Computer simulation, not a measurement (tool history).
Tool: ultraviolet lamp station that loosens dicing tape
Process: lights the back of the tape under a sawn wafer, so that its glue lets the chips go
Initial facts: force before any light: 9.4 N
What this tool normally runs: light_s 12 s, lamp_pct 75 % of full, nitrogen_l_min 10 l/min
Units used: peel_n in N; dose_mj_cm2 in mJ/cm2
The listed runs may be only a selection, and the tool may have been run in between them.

run	hour	light_s	lamp_pct	nitrogen_l_min	peel_n	dose_mj_cm2
1	0	12	75	10	0.967	421
2	16.8	16	75	10	0.52	550
3	33.7	16	75	10	0.53	547
4	59.3	16	75	10	0.552	547
5	74.2	16	75	10	0.562	544
6	95.3	12	75	10	1.075	404
7	111.5	12	75	10	1.054	401
8	124.6	12	75	10	1.086	399
9	150.4	10	75	10	1.576	330
10	173.2	10	75	10	1.559	327
11	199.1	12	75	10	1.16	384
12	214	12	75	10	1.179	387

Run 13 is up next; what results do you expect?
13	240.1	12	75	10	?	?

Run 13 gave peel_n 1.189 N, dose_mj_cm2 381 mJ/cm2.
With no hidden state in the tool, this same run would have given peel_n 0.834 N, dose_mj_cm2 452 mJ/cm2.

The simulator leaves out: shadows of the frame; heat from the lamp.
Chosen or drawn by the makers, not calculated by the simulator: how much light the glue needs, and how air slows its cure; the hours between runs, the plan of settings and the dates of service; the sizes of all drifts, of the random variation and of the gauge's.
